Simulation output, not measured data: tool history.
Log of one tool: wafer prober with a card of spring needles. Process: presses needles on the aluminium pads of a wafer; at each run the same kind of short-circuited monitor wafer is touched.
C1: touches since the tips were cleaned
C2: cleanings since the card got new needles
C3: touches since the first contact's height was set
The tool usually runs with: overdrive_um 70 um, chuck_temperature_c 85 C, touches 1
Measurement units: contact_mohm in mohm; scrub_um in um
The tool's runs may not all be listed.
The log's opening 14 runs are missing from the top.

-- day=22.958 tips cleaned on abrasive film
-- day=24.112 tips cleaned on abrasive film
run 15 day=24.371 | overdrive_um=70 chuck_temperature_c=79 touches=1 | C1=2373 C2=63 C3=176760 | contact_mohm=304 scrub_um=13.24
-- day=25.229 tips cleaned on abrasive film
-- day=26.271 tips cleaned on abrasive film
run 16 day=26.612 | overdrive_um=84 chuck_temperature_c=85 touches=1 | C1=3155 C2=65 C3=197264 | contact_mohm=292 scrub_um=15.93
-- day=27.392 tips cleaned on abrasive film
run 17 day=28.275 | overdrive_um=88 chuck_temperature_c=85 touches=2 | C1=8100 C2=66 C3=212464 | contact_mohm=282 scrub_um=16.65
-- day=28.442 tips cleaned on abrasive film
-- day=29.479 tips cleaned on abrasive film
-- day=29.95 height of the first contact set anew
-- day=30.529 tips cleaned on abrasive film
run 18 day=30.688 | overdrive_um=70 chuck_temperature_c=85 touches=1 | C1=1446 C2=69 C3=6718 | contact_mohm=299 scrub_um=13.47
-- day=31.567 tips cleaned on abrasive film
run 19 day=32.454 | overdrive_um=65 chuck_temperature_c=38 touches=2 | C1=8121 C2=70 C3=22898 | contact_mohm=293 scrub_um=12.49
-- day=32.579 tips cleaned on abrasive film
-- day=33.629 tips cleaned on abrasive film
run 20 day=33.971 | overdrive_um=65 chuck_temperature_c=38 touches=2 | C1=3130 C2=72 C3=36745 | contact_mohm=286 scrub_um=12.49
-- day=34.642 tips cleaned on abrasive film
run 21 day=35.075 | overdrive_um=79 chuck_temperature_c=31 touches=2 | C1=4001 C2=73 C3=46857 | contact_mohm=273 scrub_um=15.19
-- day=35.721 tips cleaned on abrasive film
run 22 day=36.671 | overdrive_um=79 chuck_temperature_c=37 touches=2 | C1=8712 C2=74 C3=61433 | contact_mohm=282 scrub_um=15.15
-- day=36.858 tips cleaned on abrasive film
-- day=37.879 tips cleaned on abrasive film
run 23 day=38.408 | overdrive_um=79 chuck_temperature_c=47 touches=2 | C1=4855 C2=76 C3=77294 | contact_mohm=280 scrub_um=15.12
-- day=38.95 tips cleaned on abrasive film
run 24 day=39.617 | overdrive_um=70 chuck_temperature_c=69 touches=1 | C1=6102 C2=77 C3=88346 | contact_mohm=316 scrub_um=13.38
-- day=39.95 tips cleaned on abrasive film
run 25 day=40.9 | overdrive_um=70 chuck_temperature_c=69 touches=1 | C1=8730 C2=78 C3=100090 | contact_mohm=313 scrub_um=13.34
-- day=41.104 tips cleaned on abrasive film
-- day=42.1 tips cleaned on abrasive film
run 26 day=42.562 | overdrive_um=59 chuck_temperature_c=37 touches=2 | C1=4222 C2=80 C3=115265 | contact_mohm=293 scrub_um=11.23
-- day=43.096 tips cleaned on abrasive film
-- day=44.15 tips cleaned on abrasive film
run 27 day=44.15 | overdrive_um=64 chuck_temperature_c=81 touches=2 | C1=0 C2=82 C3=129769 | contact_mohm=275 scrub_um=12.14
-- day=45.225 tips cleaned on abrasive film
run 28 day=45.383 | overdrive_um=64 chuck_temperature_c=81 touches=2 | C1=1440 C2=83 C3=141037 | contact_mohm=291 scrub_um=12.1
-- day=46.392 tips cleaned on abrasive film
run 29 day=46.908 | overdrive_um=64 chuck_temperature_c=81 touches=2 | C1=4735 C2=84 C3=154984 | contact_mohm=304 scrub_um=12.08
-- day=47.483 tips cleaned on abrasive film
-- day=48.496 tips cleaned on abrasive film
run 30 day=48.921 | overdrive_um=64 chuck_temperature_c=81 touches=2 | C1=3913 C2=86 C3=173389 | contact_mohm=303 scrub_um=12.07

3 ways to go on from here, each from the tool as it stands after run 30. What would each give?
-- day=49.458 tips cleaned on abrasive film
run A day=49.942 | overdrive_um=66 chuck_temperature_c=56 touches=1 | C1=4403 C2=87 C3=182692 | contact_mohm=? scrub_um=?
-- day=49.458 tips cleaned on abrasive film
run B day=49.942 | overdrive_um=68 chuck_temperature_c=95 touches=2 | C1=4403 C2=87 C3=182692 | contact_mohm=? scrub_um=?
-- day=49.458 tips cleaned on abrasive film
run C day=49.942 | overdrive_um=70 chuck_temperature_c=29 touches=1 | C1=4403 C2=87 C3=182692 | contact_mohm=? scrub_um=?

run=A contact_mohm=318 scrub_um=12.4
run=B contact_mohm=302 scrub_um=12.84
run=C contact_mohm=312 scrub_um=13.22
Had the tool no hidden state, the same runs would have come out as:
run=A contact_mohm=262 scrub_um=12.7
run=B contact_mohm=271 scrub_um=13.14
run=C contact_mohm=259 scrub_um=13.52
